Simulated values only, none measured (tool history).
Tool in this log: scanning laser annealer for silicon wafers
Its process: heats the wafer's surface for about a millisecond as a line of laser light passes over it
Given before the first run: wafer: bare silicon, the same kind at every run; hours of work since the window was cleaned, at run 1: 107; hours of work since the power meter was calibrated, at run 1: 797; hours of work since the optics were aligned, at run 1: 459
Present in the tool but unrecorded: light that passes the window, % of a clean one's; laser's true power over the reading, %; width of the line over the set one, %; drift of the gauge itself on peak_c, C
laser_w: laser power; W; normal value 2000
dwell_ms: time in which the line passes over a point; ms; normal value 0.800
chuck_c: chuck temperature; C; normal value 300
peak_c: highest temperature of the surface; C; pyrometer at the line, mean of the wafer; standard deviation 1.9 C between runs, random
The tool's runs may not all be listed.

run    hour  laser_w  dwell_ms  chuck_c  hours of work since the window was cleaned  hours of work since the power meter was calibrated  hours of work since the optics were aligned  peak_c
  1     0.0     2000     0.800      300                                         107                                                 797                                          459    1117
  2    34.8     2000     0.800      300                                         132                                                 821                                          483    1116
  3    67.8     1759     0.800      300                                         155                                                 844                                          506    1004
  4    85.5     1759     0.800      300                                         167                                                 857                                          519    1006
  5   118.6     1759     0.800      300                                         191                                                 880                                          542    1006
  6   135.0     2000     0.800      297                                         202                                                 891                                          553    1107
  7   164.3     2000     0.800      297                                         223                                                 912                                          574    1106
  8   187.3     2000     0.800      297                                         239                                                 928                                          590    1107
  9   219.5     2000     0.761      300                                         261                                                 951                                          613    1089
 10   249.5     2000     0.761      300                                         283                                                 972                                          634    1086
 11   278.8     2000     0.800      300                                         303                                                 993                                          654    1102
 12   312.1     2000     0.800      300                                         327                                                1016                                          678    1103
 13   338.7     2000     0.800      300                                         345                                                1035                                          697    1098
 14   365.1     2000     0.800      300                                         364                                                1053                                          715    1099
 15   385.9     2000     0.800      300                                         378                                                1068                                          730    1100
 16   419.0     2000     0.800      322                                         402                                                1091                                          753    1117
 17   445.1     2000     0.800      322                                         420                                                1109                                          771    1119
 18   460.4     2000     0.800      322                                         431                                                1120                                          782    1121
 19   476.7     2000     0.800      300                                         442                                                1132                                          794    1094
 20   494.9     2000     0.800      300                                         455                                                1144                                          806    1093
 21   524.4     1738     0.800      300                                         476                                                1165                                          827     981
 22   549.1     2138     0.758      279                                         493                                                1182                                          844    1112
 23   574.8     2138     0.758      279                                         511                                                1201                                          863    1110
 24   607.7     1952     0.758      291                                         534                                                1224                                          886    1041
 25   628.0     1952     0.758      291                                         549                                                1238                                          900    1038
 26   642.3     1802     0.599      321                                         559                                                1248                                          910     939
 27   675.4     1802     0.599      321                                         582                                                1271                                          933     940
 28   699.9     1922     0.704      280                                         599                                                1288                                          950     992
 29   729.6     1922     0.704      280                                         620                                                1309                                          971     990
 30   760.2     1942     0.800      292                                         641                                                1331                                          993    1052
 31   779.8     1942     0.800      292                                         655                                                1345                                         1007    1047
 32   804.1     1942     0.800      292                                         672                                                1362                                         1024    1048
 33   829.1     1942     0.688      333                                         690                                                1379                                         1041    1040
      854.0  -- window over the wafer cleaned
 34   856.3     1942     0.688      333                                           2                                                1397                                         1059    1070
 35   878.9     2174     0.860      268                                          17                                                1413                                         1075    1188
 36   893.8     2174     0.860      268                                          28                                                1423                                         1085    1188
 37   909.1     2001     0.937      300                                          39                                                1434                                         1096    1170
 38   940.0     2001     0.937      300                                          60                                                1456                                         1118    1170
 39   972.5     1958     0.937      300                                          83                                                1479                                         1141    1149
 40  1001.6     1958     0.937      300                                         104                                                1499                                         1161    1144
 41  1018.0     1836     0.619      300                                         115                                                1511                                         1173     960

4 options for the next run, each taken on its own from the tool as it stands now. Forecast them:
  A  1048.6     2160     0.567      300                                         137                                                1532                                         1194       ?
  B  1048.6     1826     0.800      300                                         137                                                1532                                         1194       ?
  C  1048.6     1740     0.703      310                                         137                                                1532                                         1194       ?
  D  1048.6     1908     0.698      300                                         137                                                1532                                         1194       ?

run  peak_c
  A    1055
  B    1032
  C     963
  D    1021
Without the tool's hidden state the same runs would have given:
run  peak_c
  A    1076
  B    1052
  C     980
  D    1041
